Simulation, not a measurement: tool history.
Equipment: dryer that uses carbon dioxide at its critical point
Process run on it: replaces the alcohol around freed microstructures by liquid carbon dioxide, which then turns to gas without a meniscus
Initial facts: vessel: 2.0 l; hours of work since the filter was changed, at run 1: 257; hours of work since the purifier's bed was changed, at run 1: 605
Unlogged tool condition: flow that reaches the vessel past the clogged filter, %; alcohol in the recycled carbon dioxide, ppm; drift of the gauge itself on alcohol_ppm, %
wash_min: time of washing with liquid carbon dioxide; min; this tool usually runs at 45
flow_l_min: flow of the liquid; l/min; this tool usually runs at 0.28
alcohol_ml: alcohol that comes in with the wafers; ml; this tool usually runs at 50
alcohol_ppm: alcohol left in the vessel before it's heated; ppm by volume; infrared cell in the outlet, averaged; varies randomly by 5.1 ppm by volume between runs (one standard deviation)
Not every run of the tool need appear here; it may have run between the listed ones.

run	hour	wash_min	flow_l_min	alcohol_ml	hours of work since the filter was changed	hours of work since the purifier's bed was changed	alcohol_ppm
1	0	45	0.28	50	257	605	181
2	30.4	45	0.28	52	270	618	183
3	53.4	45	0.28	50	280	629	191
# hour 61.3: inlet filter changed
4	70.7	29	0.28	50	4	636	516
5	90.8	29	0.28	50	13	645	547
6	123.5	29	0.355	50	28	659	243
7	139.5	29	0.355	50	35	666	247
8	163.3	29	0.355	50	45	677	245
9	185.7	29	0.355	50	55	687	255
10	208.7	29	0.355	50	65	697	269
11	243.4	29	0.355	50	81	712	269
12	272	29	0.355	50	93	725	278
13	290.1	45	0.28	50	101	733	159
14	321	45	0.28	50	115	747	163
15	353.8	45	0.28	50	129	761	159
16	382.8	48	0.28	61	142	774	160
17	409.1	51	0.471	50	154	786	81
18	437.6	71	0.264	50	166	798	91
19	466.6	41	0.213	26	179	811	358
20	498.5	41	0.379	22	193	825	104
21	531.6	29	0.23	93	208	840	2566
22	552.7	49	0.181	42	217	849	525
23	580.8	49	0.272	42	230	862	168
24	615.4	39	0.303	84	245	877	342

The next listed run, before its measurement:
25	645.8	39	0.303	84	259	890	?

alcohol_ppm: 359 ppm by volume
Were there no unlogged condition in the tool, this run, its random variation unchanged, would have produced alcohol_ppm 125 ppm by volume.
